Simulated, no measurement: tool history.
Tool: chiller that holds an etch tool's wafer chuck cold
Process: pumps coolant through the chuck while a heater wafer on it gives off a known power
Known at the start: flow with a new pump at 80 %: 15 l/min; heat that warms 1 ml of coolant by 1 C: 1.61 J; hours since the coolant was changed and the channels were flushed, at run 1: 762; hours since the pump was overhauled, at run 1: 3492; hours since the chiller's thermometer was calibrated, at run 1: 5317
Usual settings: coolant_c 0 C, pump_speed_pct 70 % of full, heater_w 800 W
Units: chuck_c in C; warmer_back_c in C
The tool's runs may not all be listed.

run   hour  coolant_c  pump_speed_pct  heater_w  hours since the coolant was changed and the channels were flushed  hours since the pump was overhauled  hours since the chiller's thermometer was calibrated  chuck_c  warmer_back_c
  1    0.0          0              70       800                                                                762                                 3492                                                  5317      7.6           2.32
  2   56.0          0              70       800                                                                818                                 3548                                                  5373      7.8           2.31
  3  106.3          0              70       800                                                                868                                 3598                                                  5424      7.6           2.35
  4  171.1          0              70       800                                                                933                                 3663                                                  5488      7.6           2.34
  5  263.0          0              75       800                                                               1025                                 3755                                                  5580      7.1           2.14
  6  319.6          0              75       800                                                               1081                                 3812                                                  5637      7.2           2.18
     371.0  -- chiller's thermometer calibrated
  7  386.7          0              75       800                                                               1147                                 3878                                                    16      7.4           2.13
  8  471.6         -7              99       788                                                               1232                                 3963                                                   101     -1.6           1.54
  9  585.2          0              71       755                                                               1346                                 4076                                                   214      7.0           2.13
 10  692.5          8              61       458                                                               1453                                 4183                                                   322     13.0           1.52
 11  760.8          6              74       853                                                               1521                                 4252                                                   390     13.9           2.33
 12  853.6          2              92       800                                                               1614                                 4345                                                   483      7.9           1.68

3 ways to go on from here, each from the tool as it stands after run 12. What would each give?
  A  908.4          0              70       488                                                               1669                                 4399                                                   537        ?              ?
  B  908.4          2              87       439                                                               1669                                 4399                                                   537        ?              ?
  C  908.4        -10              70       700                                                               1669                                 4399                                                   537        ?              ?

run  chuck_c  warmer_back_c
  A      4.7           1.40
  B      5.6           1.01
  C     -3.3           1.99
Without the tool's hidden state the same runs would have given:
run  chuck_c  warmer_back_c
  A      4.7           1.40
  B      5.6           1.00
  C     -3.3           1.98

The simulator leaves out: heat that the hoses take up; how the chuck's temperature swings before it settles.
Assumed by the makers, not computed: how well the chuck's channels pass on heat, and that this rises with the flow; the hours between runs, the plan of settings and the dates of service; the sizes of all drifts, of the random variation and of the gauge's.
